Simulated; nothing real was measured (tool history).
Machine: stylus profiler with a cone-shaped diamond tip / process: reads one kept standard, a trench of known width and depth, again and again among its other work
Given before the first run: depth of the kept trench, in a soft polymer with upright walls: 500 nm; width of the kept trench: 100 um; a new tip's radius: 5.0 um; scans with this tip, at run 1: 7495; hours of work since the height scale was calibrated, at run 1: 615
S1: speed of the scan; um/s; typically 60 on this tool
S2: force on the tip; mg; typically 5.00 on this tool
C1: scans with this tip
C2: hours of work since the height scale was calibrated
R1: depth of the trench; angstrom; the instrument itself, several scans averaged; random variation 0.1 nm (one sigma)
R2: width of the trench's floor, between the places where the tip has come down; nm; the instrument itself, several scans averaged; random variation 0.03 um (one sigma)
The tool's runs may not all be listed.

run,hour,S1,S2,C1,C2,R1,R2
1,0.0,60,5.00,7495,615,5075.7,94150
2,68.7,60,5.00,8162,669,5073.9,94020
3,140.4,60,3.75,8858,727,5058.4,93880
4,189.1,117,5.00,9330,765,5071.8,93660
5,240.8,47,5.00,9833,807,5070.7,93870
# hour 285.2: height scale calibrated on a step standard
6,290.6,127,5.00,10312,4,5081.6,93400
7,325.2,127,5.00,10647,32,5082.1,93300
8,375.5,127,5.00,11135,72,5082.8,93300
9,413.7,60,5.06,11506,102,5080.9,93530
10,449.7,84,5.00,11856,131,5080.9,93440
11,484.8,60,5.00,12197,159,5080.5,93480
12,531.0,60,5.00,12645,196,5079.6,93470
13,564.4,162,5.33,12970,222,5082.9,92900
14,594.3,162,5.33,13259,246,5082.1,92930
15,624.9,162,5.33,13557,270,5080.7,92820
16,697.0,22,1.68,14257,328,5036.0,93240
17,733.6,22,1.68,14613,357,5032.7,93300
18,780.9,27,4.30,15071,395,5066.8,93190
19,836.8,23,9.88,15614,439,5123.6,93270
20,867.3,62,8.73,15910,464,5112.4,93060
21,912.2,62,8.73,16347,499,5113.1,92990
22,952.5,62,8.73,16737,531,5109.9,92950
23,996.0,116,10.99,17160,566,5131.7,92790

What if the next run were any one of these 5? Each begins from the tool's condition after run 23:
A,1033.1,113,4.21,17520,596,?,?
B,1033.1,34,2.53,17520,596,?,?
C,1033.1,18,5.00,17520,596,?,?
D,1033.1,157,8.43,17520,596,?,?
E,1033.1,50,3.68,17520,596,?,?

run,R1,R2
A,5065.3,92510
B,5042.1,92820
C,5072.1,93050
D,5106.6,92530
E,5056.8,92790
Without the tool's unlogged condition, the same runs would have read:
run,R1,R2
A,5074.6,95070
B,5051.4,95380
C,5081.4,95620
D,5115.9,95090
E,5066.1,95360
